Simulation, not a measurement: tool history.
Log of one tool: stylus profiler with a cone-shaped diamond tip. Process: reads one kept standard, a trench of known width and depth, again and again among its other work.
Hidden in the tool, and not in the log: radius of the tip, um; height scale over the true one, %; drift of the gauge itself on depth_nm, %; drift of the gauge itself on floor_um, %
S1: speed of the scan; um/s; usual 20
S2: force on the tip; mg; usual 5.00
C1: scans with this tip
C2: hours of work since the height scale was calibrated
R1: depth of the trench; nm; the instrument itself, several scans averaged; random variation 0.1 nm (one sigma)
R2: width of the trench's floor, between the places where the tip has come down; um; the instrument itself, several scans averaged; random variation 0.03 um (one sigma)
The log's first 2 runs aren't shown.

{"run": 3, "day": 2.183, "S1": 20, "S2": 5.0, "C1": 14001, "C2": 66, "R1": 1019.45, "R2": 95.59}
{"run": 4, "day": 3.35, "S1": 20, "S2": 5.0, "C1": 14213, "C2": 86, "R1": 1019.18, "R2": 95.6}
{"run": 5, "day": 5.333, "S1": 20, "S2": 5.0, "C1": 14574, "C2": 121, "R1": 1019.2, "R2": 95.56}
{"run": 6, "day": 7.442, "S1": 20, "S2": 5.0, "C1": 14958, "C2": 159, "R1": 1019.18, "R2": 95.52}
{"run": 7, "day": 9.55, "S1": 20, "S2": 5.0, "C1": 15342, "C2": 196, "R1": 1019.14, "R2": 95.53}
{"run": 8, "day": 10.5, "S1": 20, "S2": 5.0, "C1": 15515, "C2": 213, "R1": 1019.09, "R2": 95.48}
{"run": 9, "day": 11.592, "S1": 20, "S2": 2.59, "C1": 15713, "C2": 232, "R1": 1012.12, "R2": 95.46}
{"day": 11.729, "done": "height scale calibrated on a step standard"}
{"run": 10, "day": 13.442, "S1": 20, "S2": 4.62, "C1": 16047, "C2": 30, "R1": 1018.21, "R2": 95.48}
{"run": 11, "day": 15.462, "S1": 20, "S2": 2.15, "C1": 16414, "C2": 66, "R1": 1010.89, "R2": 95.45}
{"run": 12, "day": 16.458, "S1": 20, "S2": 2.15, "C1": 16595, "C2": 84, "R1": 1010.71, "R2": 95.39}
{"run": 13, "day": 18.396, "S1": 22, "S2": 5.0, "C1": 16948, "C2": 118, "R1": 1018.87, "R2": 95.41}
{"run": 14, "day": 19.75, "S1": 22, "S2": 5.0, "C1": 17194, "C2": 142, "R1": 1018.85, "R2": 95.44}
{"run": 15, "day": 20.667, "S1": 20, "S2": 5.0, "C1": 17361, "C2": 158, "R1": 1018.8, "R2": 95.42}
{"run": 16, "day": 22.362, "S1": 20, "S2": 5.0, "C1": 17670, "C2": 188, "R1": 1019.08, "R2": 95.41}
{"run": 17, "day": 23.6, "S1": 51, "S2": 8.71, "C1": 17896, "C2": 210, "R1": 1027.48, "R2": 95.29}
{"day": 24.125, "done": "height scale calibrated on a step standard, once more"}
{"run": 18, "day": 25.283, "S1": 38, "S2": 2.38, "C1": 18198, "C2": 21, "R1": 1011.42, "R2": 95.28}
{"run": 19, "day": 26.529, "S1": 36, "S2": 11.67, "C1": 18424, "C2": 43, "R1": 1033.35, "R2": 95.39}
{"run": 20, "day": 28.554, "S1": 36, "S2": 11.67, "C1": 18793, "C2": 78, "R1": 1033.35, "R2": 95.35}

The next listed run, before its measurement:
{"run": 21, "day": 30.117, "S1": 32, "S2": 2.64, "C1": 19078, "C2": 106, "R1": "?", "R2": "?"}

Run 21 gave R1 1012.41 nm, R2 95.24 um.
Without the tool's hidden state the same run would have given R1 1012.64 nm, R2 96.36 um.

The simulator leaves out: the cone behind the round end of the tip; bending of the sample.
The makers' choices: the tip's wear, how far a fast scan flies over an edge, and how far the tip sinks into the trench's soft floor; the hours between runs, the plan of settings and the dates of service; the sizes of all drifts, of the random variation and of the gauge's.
